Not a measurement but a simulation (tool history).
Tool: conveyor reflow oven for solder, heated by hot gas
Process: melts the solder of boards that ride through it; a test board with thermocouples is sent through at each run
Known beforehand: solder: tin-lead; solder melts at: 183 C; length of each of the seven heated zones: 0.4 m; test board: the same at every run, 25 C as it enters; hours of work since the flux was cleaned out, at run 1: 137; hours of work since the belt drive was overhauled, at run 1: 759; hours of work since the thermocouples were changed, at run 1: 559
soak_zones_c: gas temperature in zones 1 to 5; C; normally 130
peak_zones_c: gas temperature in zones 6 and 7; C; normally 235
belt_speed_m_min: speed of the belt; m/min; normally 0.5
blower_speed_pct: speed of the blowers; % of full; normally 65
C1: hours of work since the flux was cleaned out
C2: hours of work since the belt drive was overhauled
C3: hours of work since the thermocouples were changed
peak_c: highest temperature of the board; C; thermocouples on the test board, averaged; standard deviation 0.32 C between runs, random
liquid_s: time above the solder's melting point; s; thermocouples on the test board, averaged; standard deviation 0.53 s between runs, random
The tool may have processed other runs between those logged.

{"run": 1, "hour": 0.0, "soak_zones_c": 130, "peak_zones_c": 235, "belt_speed_m_min": 0.5, "blower_speed_pct": 65, "C1": 137, "C2": 759, "C3": 559, "peak_c": 208.9, "liquid_s": 57}
{"run": 2, "hour": 25.3, "soak_zones_c": 130, "peak_zones_c": 243, "belt_speed_m_min": 0.5, "blower_speed_pct": 65, "C1": 153, "C2": 775, "C3": 575, "peak_c": 215.4, "liquid_s": 64.4}
{"run": 3, "hour": 48.2, "soak_zones_c": 130, "peak_zones_c": 235, "belt_speed_m_min": 0.5, "blower_speed_pct": 56, "C1": 168, "C2": 789, "C3": 590, "peak_c": 204.3, "liquid_s": 49.2}
{"run": 4, "hour": 60.2, "soak_zones_c": 130, "peak_zones_c": 235, "belt_speed_m_min": 0.5, "blower_speed_pct": 56, "C1": 176, "C2": 797, "C3": 598, "peak_c": 204, "liquid_s": 48.6}
{"run": 5, "hour": 84.4, "soak_zones_c": 122, "peak_zones_c": 235, "belt_speed_m_min": 0.5, "blower_speed_pct": 65, "C1": 191, "C2": 813, "C3": 613, "peak_c": 206.2, "liquid_s": 51.8}
{"run": 6, "hour": 102.5, "soak_zones_c": 122, "peak_zones_c": 235, "belt_speed_m_min": 0.5, "blower_speed_pct": 65, "C1": 203, "C2": 824, "C3": 625, "peak_c": 206.4, "liquid_s": 50.8}
{"hour": 116.5, "done": "flux residue cleaned out of gas plates and filters"}
{"run": 7, "hour": 130.4, "soak_zones_c": 130, "peak_zones_c": 240, "belt_speed_m_min": 0.5, "blower_speed_pct": 65, "C1": 9, "C2": 839, "C3": 639, "peak_c": 213.9, "liquid_s": 64}
{"run": 8, "hour": 146.4, "soak_zones_c": 130, "peak_zones_c": 235, "belt_speed_m_min": 0.58, "blower_speed_pct": 65, "C1": 19, "C2": 849, "C3": 649, "peak_c": 203.7, "liquid_s": 41.3}
{"run": 9, "hour": 170.7, "soak_zones_c": 130, "peak_zones_c": 235, "belt_speed_m_min": 0.58, "blower_speed_pct": 65, "C1": 35, "C2": 865, "C3": 665, "peak_c": 203.3, "liquid_s": 41.3}
{"run": 10, "hour": 192.1, "soak_zones_c": 130, "peak_zones_c": 235, "belt_speed_m_min": 0.58, "blower_speed_pct": 53, "C1": 48, "C2": 878, "C3": 679, "peak_c": 195.5, "liquid_s": 28.2}
{"run": 11, "hour": 217.4, "soak_zones_c": 130, "peak_zones_c": 235, "belt_speed_m_min": 0.58, "blower_speed_pct": 74, "C1": 64, "C2": 894, "C3": 695, "peak_c": 207.8, "liquid_s": 48}
{"run": 12, "hour": 233.1, "soak_zones_c": 130, "peak_zones_c": 235, "belt_speed_m_min": 0.58, "blower_speed_pct": 66, "C1": 75, "C2": 904, "C3": 705, "peak_c": 203.8, "liquid_s": 41.1}
{"run": 13, "hour": 251.9, "soak_zones_c": 130, "peak_zones_c": 235, "belt_speed_m_min": 0.58, "blower_speed_pct": 66, "C1": 87, "C2": 916, "C3": 717, "peak_c": 203.8, "liquid_s": 41.3}
{"run": 14, "hour": 266.1, "soak_zones_c": 130, "peak_zones_c": 235, "belt_speed_m_min": 0.58, "blower_speed_pct": 66, "C1": 96, "C2": 925, "C3": 726, "peak_c": 203.3, "liquid_s": 40.6}
{"run": 15, "hour": 277.3, "soak_zones_c": 130, "peak_zones_c": 235, "belt_speed_m_min": 0.5, "blower_speed_pct": 82, "C1": 103, "C2": 933, "C3": 733, "peak_c": 216.5, "liquid_s": 67.6}
{"run": 16, "hour": 293.6, "soak_zones_c": 130, "peak_zones_c": 235, "belt_speed_m_min": 0.5, "blower_speed_pct": 65, "C1": 113, "C2": 943, "C3": 744, "peak_c": 209.9, "liquid_s": 58.4}
{"run": 17, "hour": 316.5, "soak_zones_c": 135, "peak_zones_c": 235, "belt_speed_m_min": 0.5, "blower_speed_pct": 65, "C1": 128, "C2": 958, "C3": 758, "peak_c": 210.5, "liquid_s": 61.6}
{"run": 18, "hour": 327.3, "soak_zones_c": 135, "peak_zones_c": 235, "belt_speed_m_min": 0.5, "blower_speed_pct": 65, "C1": 135, "C2": 965, "C3": 765, "peak_c": 210.3, "liquid_s": 61.9}
{"run": 19, "hour": 339.4, "soak_zones_c": 135, "peak_zones_c": 226, "belt_speed_m_min": 0.5, "blower_speed_pct": 70, "C1": 142, "C2": 972, "C3": 773, "peak_c": 204.8, "liquid_s": 54.3}
{"run": 20, "hour": 353.9, "soak_zones_c": 134, "peak_zones_c": 235, "belt_speed_m_min": 0.556, "blower_speed_pct": 58, "C1": 152, "C2": 982, "C3": 782, "peak_c": 201.5, "liquid_s": 41}
{"run": 21, "hour": 378.6, "soak_zones_c": 132, "peak_zones_c": 235, "belt_speed_m_min": 0.581, "blower_speed_pct": 58, "C1": 167, "C2": 997, "C3": 798, "peak_c": 198.8, "liquid_s": 34.3}
{"run": 22, "hour": 396.5, "soak_zones_c": 128, "peak_zones_c": 228, "belt_speed_m_min": 0.581, "blower_speed_pct": 58, "C1": 179, "C2": 1009, "C3": 809, "peak_c": 192.5, "liquid_s": 21.9}
{"run": 23, "hour": 408.1, "soak_zones_c": 128, "peak_zones_c": 228, "belt_speed_m_min": 0.581, "blower_speed_pct": 58, "C1": 186, "C2": 1016, "C3": 817, "peak_c": 192.6, "liquid_s": 21}
{"run": 24, "hour": 431.6, "soak_zones_c": 128, "peak_zones_c": 236, "belt_speed_m_min": 0.581, "blower_speed_pct": 58, "C1": 201, "C2": 1031, "C3": 832, "peak_c": 197.3, "liquid_s": 31.5}
{"hour": 447.3, "done": "flux residue cleaned out of gas plates and filters"}
{"run": 25, "hour": 453.6, "soak_zones_c": 128, "peak_zones_c": 236, "belt_speed_m_min": 0.581, "blower_speed_pct": 58, "C1": 4, "C2": 1042, "C3": 843, "peak_c": 200, "liquid_s": 36.3}
{"run": 26, "hour": 467.4, "soak_zones_c": 131, "peak_zones_c": 235, "belt_speed_m_min": 0.443, "blower_speed_pct": 65, "C1": 13, "C2": 1051, "C3": 851, "peak_c": 216.3, "liquid_s": 77.5}
{"run": 27, "hour": 480.4, "soak_zones_c": 131, "peak_zones_c": 235, "belt_speed_m_min": 0.443, "blower_speed_pct": 65, "C1": 21, "C2": 1059, "C3": 860, "peak_c": 216.3, "liquid_s": 76.9}

Branching from run 27: 3 alternative next runs. What would each branch give?
{"run": "A", "hour": 497.0, "soak_zones_c": 130, "peak_zones_c": 236, "belt_speed_m_min": 0.5, "blower_speed_pct": 71, "C1": 32, "C2": 1070, "C3": 870, "peak_c": "?", "liquid_s": "?"}
{"run": "B", "hour": 497.0, "soak_zones_c": 130, "peak_zones_c": 235, "belt_speed_m_min": 0.466, "blower_speed_pct": 65, "C1": 32, "C2": 1070, "C3": 870, "peak_c": "?", "liquid_s": "?"}
{"run": "C", "hour": 497.0, "soak_zones_c": 127, "peak_zones_c": 235, "belt_speed_m_min": 0.54, "blower_speed_pct": 55, "C1": 32, "C2": 1070, "C3": 870, "peak_c": "?", "liquid_s": "?"}

run=A peak_c=213.6 liquid_s=65.8
run=B peak_c=213.6 liquid_s=69.9
run=C peak_c=201 liquid_s=40
The same runs, with their run-to-run variation unchanged, on a tool lacking any hidden condition would have given:
run=A peak_c=211.7 liquid_s=62.7
run=B peak_c=211.7 liquid_s=66.4
run=C peak_c=199.1 liquid_s=36.3
